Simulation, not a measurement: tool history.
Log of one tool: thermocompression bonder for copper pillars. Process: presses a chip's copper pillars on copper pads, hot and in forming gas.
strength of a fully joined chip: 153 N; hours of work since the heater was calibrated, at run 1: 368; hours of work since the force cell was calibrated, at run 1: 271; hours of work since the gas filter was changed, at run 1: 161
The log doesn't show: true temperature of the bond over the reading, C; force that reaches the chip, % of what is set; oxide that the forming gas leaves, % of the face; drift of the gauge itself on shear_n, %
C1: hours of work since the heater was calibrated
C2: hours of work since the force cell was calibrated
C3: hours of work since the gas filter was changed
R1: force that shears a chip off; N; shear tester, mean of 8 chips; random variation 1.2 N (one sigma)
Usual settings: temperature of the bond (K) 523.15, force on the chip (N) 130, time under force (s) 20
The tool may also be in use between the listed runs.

{"run": 1, "hour": 0.0, "temperature of the bond (K)": 523.15, "force on the chip (N)": 130, "time under force (s)": 20, "C1": 368, "C2": 271, "C3": 161, "R1": 105.5}
{"run": 2, "hour": 43.7, "temperature of the bond (K)": 494.15, "force on the chip (N)": 130, "time under force (s)": 20, "C1": 391, "C2": 294, "C3": 184, "R1": 83.6}
{"run": 3, "hour": 103.4, "temperature of the bond (K)": 494.15, "force on the chip (N)": 130, "time under force (s)": 20, "C1": 423, "C2": 326, "C3": 216, "R1": 81.1}
{"run": 4, "hour": 181.9, "temperature of the bond (K)": 494.15, "force on the chip (N)": 130, "time under force (s)": 20, "C1": 464, "C2": 368, "C3": 257, "R1": 79.6}
{"hour": 225.8, "done": "forming gas filter changed"}
{"run": 5, "hour": 225.8, "temperature of the bond (K)": 494.15, "force on the chip (N)": 130, "time under force (s)": 20, "C1": 487, "C2": 391, "C3": 0, "R1": 85.8}
{"run": 6, "hour": 282.7, "temperature of the bond (K)": 494.15, "force on the chip (N)": 130, "time under force (s)": 20, "C1": 518, "C2": 421, "C3": 30, "R1": 84.6}
{"run": 7, "hour": 346.4, "temperature of the bond (K)": 494.15, "force on the chip (N)": 130, "time under force (s)": 11, "C1": 551, "C2": 455, "C3": 64, "R1": 69.8}
{"run": 8, "hour": 388.8, "temperature of the bond (K)": 494.15, "force on the chip (N)": 130, "time under force (s)": 11, "C1": 574, "C2": 477, "C3": 87, "R1": 70}
{"run": 9, "hour": 446.5, "temperature of the bond (K)": 494.15, "force on the chip (N)": 130, "time under force (s)": 11, "C1": 605, "C2": 508, "C3": 117, "R1": 68.5}
{"run": 10, "hour": 491.0, "temperature of the bond (K)": 494.15, "force on the chip (N)": 130, "time under force (s)": 21, "C1": 628, "C2": 532, "C3": 141, "R1": 82.9}
{"run": 11, "hour": 567.7, "temperature of the bond (K)": 494.15, "force on the chip (N)": 178, "time under force (s)": 21, "C1": 669, "C2": 572, "C3": 182, "R1": 101.6}
{"run": 12, "hour": 601.4, "temperature of the bond (K)": 512.15, "force on the chip (N)": 130, "time under force (s)": 20, "C1": 687, "C2": 590, "C3": 199, "R1": 94.2}
{"run": 13, "hour": 637.2, "temperature of the bond (K)": 512.15, "force on the chip (N)": 130, "time under force (s)": 20, "C1": 706, "C2": 609, "C3": 218, "R1": 94.5}
{"run": 14, "hour": 714.0, "temperature of the bond (K)": 523.15, "force on the chip (N)": 130, "time under force (s)": 20, "C1": 747, "C2": 650, "C3": 259, "R1": 99.7}
{"hour": 753.3, "done": "forming gas filter changed"}
{"run": 15, "hour": 784.6, "temperature of the bond (K)": 523.15, "force on the chip (N)": 130, "time under force (s)": 20, "C1": 784, "C2": 687, "C3": 17, "R1": 107.7}
{"run": 16, "hour": 818.1, "temperature of the bond (K)": 523.15, "force on the chip (N)": 130, "time under force (s)": 20, "C1": 802, "C2": 705, "C3": 34, "R1": 106.7}
{"run": 17, "hour": 865.5, "temperature of the bond (K)": 523.15, "force on the chip (N)": 130, "time under force (s)": 20, "C1": 827, "C2": 730, "C3": 60, "R1": 102.5}
{"run": 18, "hour": 910.3, "temperature of the bond (K)": 523.15, "force on the chip (N)": 130, "time under force (s)": 20, "C1": 851, "C2": 754, "C3": 83, "R1": 103.8}
{"run": 19, "hour": 984.1, "temperature of the bond (K)": 523.15, "force on the chip (N)": 130, "time under force (s)": 20, "C1": 890, "C2": 793, "C3": 123, "R1": 103.9}
{"run": 20, "hour": 1019.8, "temperature of the bond (K)": 523.15, "force on the chip (N)": 130, "time under force (s)": 20, "C1": 909, "C2": 812, "C3": 142, "R1": 100.2}
{"run": 21, "hour": 1085.5, "temperature of the bond (K)": 494.15, "force on the chip (N)": 148, "time under force (s)": 15, "C1": 944, "C2": 847, "C3": 176, "R1": 81.1}
{"run": 22, "hour": 1146.8, "temperature of the bond (K)": 494.15, "force on the chip (N)": 148, "time under force (s)": 15, "C1": 976, "C2": 879, "C3": 209, "R1": 79.6}
{"run": 23, "hour": 1211.2, "temperature of the bond (K)": 495.15, "force on the chip (N)": 97, "time under force (s)": 20, "C1": 1010, "C2": 914, "C3": 243, "R1": 63.4}
{"hour": 1279.6, "done": "forming gas filter changed"}
{"run": 24, "hour": 1279.6, "temperature of the bond (K)": 495.15, "force on the chip (N)": 97, "time under force (s)": 20, "C1": 1046, "C2": 950, "C3": 0, "R1": 68.2}
{"run": 25, "hour": 1313.7, "temperature of the bond (K)": 552.15, "force on the chip (N)": 105, "time under force (s)": 17, "C1": 1064, "C2": 968, "C3": 18, "R1": 106.8}
{"run": 26, "hour": 1348.4, "temperature of the bond (K)": 546.15, "force on the chip (N)": 130, "time under force (s)": 20, "C1": 1083, "C2": 986, "C3": 37, "R1": 119.8}
{"run": 27, "hour": 1392.1, "temperature of the bond (K)": 527.15, "force on the chip (N)": 102, "time under force (s)": 20, "C1": 1106, "C2": 1009, "C3": 60, "R1": 90.6}
{"run": 28, "hour": 1461.5, "temperature of the bond (K)": 548.15, "force on the chip (N)": 102, "time under force (s)": 29, "C1": 1143, "C2": 1046, "C3": 97, "R1": 114.7}
{"run": 29, "hour": 1503.6, "temperature of the bond (K)": 511.15, "force on the chip (N)": 130, "time under force (s)": 57, "C1": 1165, "C2": 1069, "C3": 119, "R1": 120.1}
{"run": 30, "hour": 1556.0, "temperature of the bond (K)": 518.15, "force on the chip (N)": 142, "time under force (s)": 49, "C1": 1193, "C2": 1096, "C3": 147, "R1": 122.6}
{"run": 31, "hour": 1607.8, "temperature of the bond (K)": 518.15, "force on the chip (N)": 142, "time under force (s)": 49, "C1": 1221, "C2": 1124, "C3": 174, "R1": 123.6}
{"hour": 1650.7, "done": "heater calibrated with a thermocouple chip"}
{"run": 32, "hour": 1674.6, "temperature of the bond (K)": 535.15, "force on the chip (N)": 139, "time under force (s)": 26, "C1": 13, "C2": 1158, "C3": 209, "R1": 119}
{"run": 33, "hour": 1729.0, "temperature of the bond (K)": 499.15, "force on the chip (N)": 112, "time under force (s)": 15, "C1": 42, "C2": 1187, "C3": 238, "R1": 69.4}
{"run": 34, "hour": 1778.9, "temperature of the bond (K)": 523.15, "force on the chip (N)": 135, "time under force (s)": 29, "C1": 68, "C2": 1214, "C3": 264, "R1": 109.9}
{"hour": 1809.1, "done": "forming gas filter changed"}
{"run": 35, "hour": 1846.0, "temperature of the bond (K)": 500.15, "force on the chip (N)": 135, "time under force (s)": 29, "C1": 103, "C2": 1249, "C3": 20, "R1": 101.5}
{"hour": 1915.8, "done": "force cell calibrated"}
{"run": 36, "hour": 1924.6, "temperature of the bond (K)": 500.15, "force on the chip (N)": 135, "time under force (s)": 29, "C1": 144, "C2": 5, "C3": 61, "R1": 103.4}
{"run": 37, "hour": 2001.5, "temperature of the bond (K)": 500.15, "force on the chip (N)": 135, "time under force (s)": 29, "C1": 185, "C2": 46, "C3": 101, "R1": 100.1}
{"run": 38, "hour": 2049.3, "temperature of the bond (K)": 536.15, "force on the chip (N)": 121, "time under force (s)": 44, "C1": 211, "C2": 71, "C3": 127, "R1": 127.4}
{"run": 39, "hour": 2120.3, "temperature of the bond (K)": 527.15, "force on the chip (N)": 95, "time under force (s)": 20, "C1": 248, "C2": 109, "C3": 164, "R1": 88.7}

The same runs without the tool's hidden state, with the same run-to-run variation:
run=1 R1=111.9
run=2 R1=89.8
run=3 R1=88
run=4 R1=87.8
run=5 R1=87.9
run=6 R1=87.6
run=7 R1=73.3
run=8 R1=74.1
run=9 R1=73.3
run=10 R1=89
run=11 R1=110
run=12 R1=102.8
run=13 R1=103.8
run=14 R1=110.6
run=15 R1=111.7
run=16 R1=111.2
run=17 R1=107.8
run=18 R1=110.1
run=19 R1=111.7
run=20 R1=108.4
run=21 R1=89.9
run=22 R1=89.3
run=23 R1=72.5
run=24 R1=72.8
run=25 R1=111.9
run=26 R1=125.3
run=27 R1=97.2
run=28 R1=122.7
run=29 R1=129
run=30 R1=132.2
run=31 R1=134.5
run=32 R1=129.5
run=33 R1=77.7
run=34 R1=122.3
run=35 R1=105.7
run=36 R1=106.5
run=37 R1=104.6
run=38 R1=133.2
run=39 R1=94.7

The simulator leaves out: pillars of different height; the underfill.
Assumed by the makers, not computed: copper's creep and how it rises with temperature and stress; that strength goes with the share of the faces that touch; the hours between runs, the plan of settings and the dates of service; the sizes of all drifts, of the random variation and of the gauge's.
